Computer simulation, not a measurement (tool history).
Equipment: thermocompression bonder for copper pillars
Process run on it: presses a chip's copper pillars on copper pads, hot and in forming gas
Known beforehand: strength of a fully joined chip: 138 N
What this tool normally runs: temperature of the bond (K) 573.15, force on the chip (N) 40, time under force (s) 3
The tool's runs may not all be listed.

run	day	temperature of the bond (K)	force on the chip (N)	time under force (s)	force that shears a chip off (N)
1	0	573.15	40	3	93.2
2	1.875	573.15	40	3	95.3
3	4.588	573.15	40	3	95
4	6.621	573.15	40	3	95.4
5	9.679	559.15	40	3	86.2
6	11.492	573.15	40	3	95.3
7	14.817	578.15	40	3	98.6
8	18.333	578.15	40	3	99.4
9	21.096	573.15	40	3	95.9
10	22.717	573.15	34	3	83.8
11	24.558	573.15	34	3	83
12	27	573.15	34	3	82.9
13	29.658	573.15	34	3	83.3
14	33.296	573.15	40	3	95.5
15	35.692	573.15	40	8	118.7
16	37.65	573.15	40	8	116.3
17	39.417	573.15	40	8	118.4
18	42.646	573.15	40	8	117.6
19	45.425	573.15	40	8	119.4
20	47.988	573.15	40	8	116.6
21	50.725	573.15	40	4	101.1
22	52.762	573.15	40	4	102.8
23	55.308	553.15	28	2	50.2
24	57.304	573.15	40	6	111.6
25	59.433	589.15	43	6	122
26	61.479	588.15	26	8	96.9
27	63.542	588.15	26	8	99.1
28	67.296	573.15	24	6	76.2
29	70.496	573.15	43	4	105.3
30	73.238	602.15	37	2	95.8
31	75.738	565.15	26	2	51.2
32	78.804	565.15	26	2	50.8
33	81.412	556.15	30	3	63.3
34	83.392	564.15	57	9	131.9
35	87.058	584.15	37	9	120.9
36	89.371	598.15	40	2	100.2
37	91.433	598.15	24	4	80.2
38	94.812	601.15	38	2	95.1
39	96.325	601.15	38	2	97.1
40	100.038	573.15	40	3	94.4

Put back what was entered between runs (4 entries, withheld): which listed runs does each sit between, and how does the hidden state differ from the listed run before to the listed run after?
Between runs 1 and 2: forming gas filter changed (day 1.429)
  oxide that the forming gas leaves, % of the face: 0.7 -> 0.51
Between runs 15 and 16: forming gas filter changed (day 37.508)
  oxide that the forming gas leaves, % of the face: 0.68 -> 0.51
Between runs 16 and 17: heater calibrated with a thermocouple chip (day 39.133)
  true temperature of the bond over the reading, C: -0.3 -> 0
Between runs 30 and 31: forming gas filter changed (day 73.717)
  oxide that the forming gas leaves, % of the face: 0.69 -> 0.51

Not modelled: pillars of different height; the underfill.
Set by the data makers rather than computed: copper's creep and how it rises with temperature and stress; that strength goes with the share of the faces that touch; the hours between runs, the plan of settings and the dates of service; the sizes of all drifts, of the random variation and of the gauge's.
